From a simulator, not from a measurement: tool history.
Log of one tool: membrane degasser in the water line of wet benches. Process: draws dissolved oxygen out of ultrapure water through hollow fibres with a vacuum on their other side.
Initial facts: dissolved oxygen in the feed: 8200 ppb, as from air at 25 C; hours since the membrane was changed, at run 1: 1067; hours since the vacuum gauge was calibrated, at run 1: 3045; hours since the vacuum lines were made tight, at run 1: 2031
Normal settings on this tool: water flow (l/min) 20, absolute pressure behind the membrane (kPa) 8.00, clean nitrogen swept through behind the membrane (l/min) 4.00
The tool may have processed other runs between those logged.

run,day,water flow (l/min),absolute pressure behind the membrane (kPa),clean nitrogen swept through behind the membrane (l/min),hours since the membrane was changed,hours since the vacuum gauge was calibrated,hours since the vacuum lines were made tight,dissolved oxygen in the water behind the degasser (ppb),pressure that the water loses in the fibres (kPa)
1,0.000,20,8.00,4.00,1067,3045,2031,233.6,43.50
2,3.475,13,8.00,4.00,1150,3129,2115,70.2,28.27
3,7.421,27,8.00,4.00,1245,3223,2209,505.1,58.91
4,11.333,20,8.00,9.02,1339,3317,2303,204.4,43.60
5,14.250,20,8.00,5.11,1409,3387,2373,223.7,43.90
6,17.442,20,8.00,4.00,1485,3464,2450,238.8,43.81
7,20.862,20,8.00,4.00,1567,3546,2532,237.8,43.62
8,24.796,20,8.00,4.00,1662,3640,2626,239.8,43.52
9,26.650,20,8.00,8.44,1706,3685,2671,206.6,43.74
10,28.454,20,8.00,5.86,1749,3728,2714,218.4,43.75
11,31.067,20,8.00,5.86,1812,3791,2777,221.8,43.69
12,34.896,20,8.00,5.86,1904,3883,2869,219.6,43.46
13,37.458,20,8.00,5.86,1965,3944,2930,219.5,43.92
14,39.950,20,8.00,5.86,2025,4004,2990,219.3,43.69
15,42.992,20,8.00,5.86,2098,4077,3063,220.8,43.69
16,46.450,20,8.00,5.86,2181,4160,3146,220.3,43.85
17,49.783,20,8.00,5.86,2261,4240,3226,224.4,43.87
18,53.588,13,16.59,4.00,2353,4331,3317,142.1,28.53
19,57.046,13,16.59,4.00,2436,4414,3400,140.9,28.56
20,59.004,15,13.32,2.50,2483,4461,3447,212.5,32.71
21,63.092,24,7.37,10.52,2581,4559,3546,340.9,52.51
22,67.042,20,6.81,2.53,2676,4654,3640,254.6,43.70
23,71.375,31,10.38,2.79,2779,4758,3744,786.7,68.15
24,75.142,19,11.33,2.79,2870,4849,3835,286.4,41.78
25,77.479,19,11.33,2.79,2926,4905,3891,285.6,41.56
26,80.304,19,11.33,2.79,2994,4973,3959,283.4,41.67
27,82.238,23,17.20,4.00,3040,5019,4005,467.2,50.72
28,85.838,15,5.72,2.79,3127,5105,4091,99.0,32.96
29,88.138,21,7.00,4.00,3182,5161,4147,267.0,46.23
30,91.600,24,8.00,4.00,3265,5244,4230,392.7,52.75
31,94.783,16,8.26,2.34,3341,5320,4306,170.4,35.21
32,99.071,16,8.26,2.34,3444,5423,4409,171.9,35.31

Branching from run 32: 4 alternative next runs. What would each branch give?
A,101.221,20,11.41,4.00,3496,5474,4461,?,?
B,101.221,29,6.16,4.11,3496,5474,4461,?,?
C,101.221,16,8.26,3.64,3496,5474,4461,?,?
D,101.221,12,7.21,11.66,3496,5474,4461,?,?

run,dissolved oxygen in the water behind the degasser (ppb),pressure that the water loses in the fibres (kPa)
A,284.2,44.06
B,576.6,63.80
C,140.2,35.51
D,32.3,26.48
With no hidden state in the tool, these same runs would have given:
run,dissolved oxygen in the water behind the degasser (ppb),pressure that the water loses in the fibres (kPa)
A,267.6,43.46
B,549.9,62.93
C,128.8,35.03
D,29.1,26.12
